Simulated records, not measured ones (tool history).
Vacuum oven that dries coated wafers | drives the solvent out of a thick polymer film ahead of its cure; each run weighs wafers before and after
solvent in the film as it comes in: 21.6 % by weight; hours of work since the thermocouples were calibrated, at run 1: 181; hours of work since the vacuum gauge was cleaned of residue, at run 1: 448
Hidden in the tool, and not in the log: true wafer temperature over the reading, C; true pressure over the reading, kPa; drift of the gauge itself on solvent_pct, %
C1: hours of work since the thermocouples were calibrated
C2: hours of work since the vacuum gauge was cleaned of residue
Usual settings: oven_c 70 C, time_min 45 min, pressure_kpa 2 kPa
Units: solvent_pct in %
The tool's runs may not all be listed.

{"run": 1, "hour": 0.0, "oven_c": 70, "time_min": 45, "pressure_kpa": 2, "C1": 181, "C2": 448, "solvent_pct": 3.31}
{"run": 2, "hour": 11.0, "oven_c": 70, "time_min": 45, "pressure_kpa": 2, "C1": 185, "C2": 452, "solvent_pct": 3.22}
{"run": 3, "hour": 23.9, "oven_c": 70, "time_min": 52, "pressure_kpa": 2, "C1": 190, "C2": 457, "solvent_pct": 2.63}
{"run": 4, "hour": 38.9, "oven_c": 60, "time_min": 45, "pressure_kpa": 2, "C1": 196, "C2": 463, "solvent_pct": 6.45}
{"run": 5, "hour": 46.2, "oven_c": 60, "time_min": 45, "pressure_kpa": 2, "C1": 199, "C2": 466, "solvent_pct": 6.51}
{"run": 6, "hour": 61.2, "oven_c": 60, "time_min": 45, "pressure_kpa": 2, "C1": 205, "C2": 472, "solvent_pct": 6.48}
{"run": 7, "hour": 71.7, "oven_c": 60, "time_min": 52, "pressure_kpa": 2, "C1": 209, "C2": 476, "solvent_pct": 5.61}
{"run": 8, "hour": 87.9, "oven_c": 60, "time_min": 52, "pressure_kpa": 2, "C1": 216, "C2": 483, "solvent_pct": 5.57}
{"run": 9, "hour": 102.6, "oven_c": 82, "time_min": 45, "pressure_kpa": 2.09, "C1": 222, "C2": 489, "solvent_pct": 1.15}
{"hour": 105.8, "done": "oven's thermocouples calibrated"}
{"run": 10, "hour": 118.3, "oven_c": 82, "time_min": 45, "pressure_kpa": 2.09, "C1": 5, "C2": 494, "solvent_pct": 1.16}
{"run": 11, "hour": 133.7, "oven_c": 82, "time_min": 45, "pressure_kpa": 2.09, "C1": 11, "C2": 500, "solvent_pct": 1.21}
{"hour": 149.9, "done": "oven's thermocouples calibrated, once more"}
{"run": 12, "hour": 151.6, "oven_c": 70, "time_min": 45, "pressure_kpa": 1.12, "C1": 1, "C2": 507, "solvent_pct": 2.99}
{"run": 13, "hour": 166.4, "oven_c": 67, "time_min": 58, "pressure_kpa": 2.58, "C1": 7, "C2": 513, "solvent_pct": 3.4}
{"run": 14, "hour": 173.3, "oven_c": 74, "time_min": 74, "pressure_kpa": 1.7, "C1": 9, "C2": 516, "solvent_pct": 1.13}
{"run": 15, "hour": 187.9, "oven_c": 71, "time_min": 45, "pressure_kpa": 2.21, "C1": 15, "C2": 521, "solvent_pct": 3.11}
{"run": 16, "hour": 195.0, "oven_c": 63, "time_min": 28, "pressure_kpa": 1.15, "C1": 18, "C2": 524, "solvent_pct": 7.94}

3 ways to go on from here, each from the tool as it stands after run 16. What would each give?
{"run": "A", "hour": 202.4, "oven_c": 73, "time_min": 52, "pressure_kpa": 1.42, "C1": 21, "C2": 527, "solvent_pct": "?"}
{"run": "B", "hour": 202.4, "oven_c": 63, "time_min": 25, "pressure_kpa": 1.15, "C1": 21, "C2": 527, "solvent_pct": "?"}
{"run": "C", "hour": 202.4, "oven_c": 64, "time_min": 45, "pressure_kpa": 1.46, "C1": 21, "C2": 527, "solvent_pct": "?"}

run=A solvent_pct=1.79
run=B solvent_pct=8.43
run=C solvent_pct=4.99
Without the tool's hidden state the same runs would have given:
run=A solvent_pct=1.74
run=B solvent_pct=8.37
run=C solvent_pct=4.92
